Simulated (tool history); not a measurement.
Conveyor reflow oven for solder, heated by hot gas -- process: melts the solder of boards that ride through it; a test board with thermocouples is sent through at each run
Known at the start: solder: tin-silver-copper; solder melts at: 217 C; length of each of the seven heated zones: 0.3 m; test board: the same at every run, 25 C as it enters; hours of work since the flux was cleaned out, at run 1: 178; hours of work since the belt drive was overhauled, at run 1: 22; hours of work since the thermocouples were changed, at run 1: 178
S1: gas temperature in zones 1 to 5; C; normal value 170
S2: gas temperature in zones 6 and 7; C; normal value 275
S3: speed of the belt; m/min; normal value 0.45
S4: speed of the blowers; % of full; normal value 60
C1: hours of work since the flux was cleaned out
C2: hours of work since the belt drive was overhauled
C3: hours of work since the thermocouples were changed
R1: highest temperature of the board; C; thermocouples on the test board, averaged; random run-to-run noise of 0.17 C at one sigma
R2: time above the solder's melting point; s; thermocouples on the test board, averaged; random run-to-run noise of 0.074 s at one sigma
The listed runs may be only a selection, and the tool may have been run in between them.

run,hour,S1,S2,S3,S4,C1,C2,C3,R1,R2
1,0,170,275,0.45,60,178,22,178,262.2,66.15
2,43.5,170,275,0.45,60,197,42,197,262,66.2
3,91.3,170,275,0.427,60,218,63,218,263.2,70.75
4,127.2,170,275,0.427,60,234,79,234,263.1,70.74
5,173.1,170,275,0.427,60,255,99,255,263.1,70.57
6,219,170,275,0.427,60,275,120,275,262.7,70.44
7,260.1,170,275,0.427,60,294,138,294,263.1,70.51
# hour 276.2: flux residue cleaned out of gas plates and filters
8,315.9,170,287,0.45,60,18,161,316,274,72.31
9,354,170,287,0.45,60,35,178,333,273.7,72.13
10,401.4,170,275,0.45,60,56,199,354,262.2,66.64
11,446.8,170,275,0.45,77,76,219,374,264.5,68.29
12,471.2,177,275,0.45,60,87,230,385,263,69.44
# hour 478.2: belt drive overhauled, speed set with a stopwatch
13,500.7,155,275,0.45,60,98,10,397,260.2,61.11
14,526,170,275,0.45,60,109,21,408,262.3,66.67
15,572.1,170,275,0.45,60,130,42,428,262.1,66.63
# hour 614.5: belt drive overhauled, speed set with a stopwatch, once more
16,634.7,170,282,0.45,60,156,9,455,268.2,69.31
17,692.4,160,265,0.45,60,182,35,480,251,55.75
18,750.2,160,265,0.45,60,207,60,506,250.6,55.42
19,809.7,156,266,0.393,60,234,87,532,254.5,67.15
20,844.3,184,275,0.389,55,249,102,548,265.4,84.96
21,903.6,170,275,0.45,60,276,129,574,261.2,65.58
# hour 958.5: flux residue cleaned out of gas plates and filters
22,967.1,170,274,0.408,87,4,155,600,266.5,77.09
23,999.2,170,275,0.429,52,18,169,615,262,69.8
24,1053.2,181,275,0.538,78,42,193,639,261,57.91
25,1088.5,185,269,0.523,52,58,209,654,252.9,55.96
26,1114.1,170,275,0.414,60,69,220,666,264.1,73.88
27,1160.3,170,275,0.414,60,90,241,686,263.7,73.68
28,1203.8,164,283,0.469,58,109,260,706,266.5,64.2
29,1236.5,167,275,0.388,60,124,275,720,265.1,78.92

Below are 3 alternative next runs, each starting from the tool's condition after run 29. Predict each:
A,1271.9,170,275,0.385,60,140,290,736,?,?
B,1271.9,177,272,0.388,51,140,290,736,?,?
C,1271.9,165,275,0.388,61,140,290,736,?,?

run,R1,R2
A,265.3,80.72
B,261.6,80.39
C,264.8,78.15
The same runs, with their run-to-run variation unchanged, on a tool lacking any hidden condition would have given:
run,R1,R2
A,267,81.39
B,263.3,81.07
C,266.6,78.9
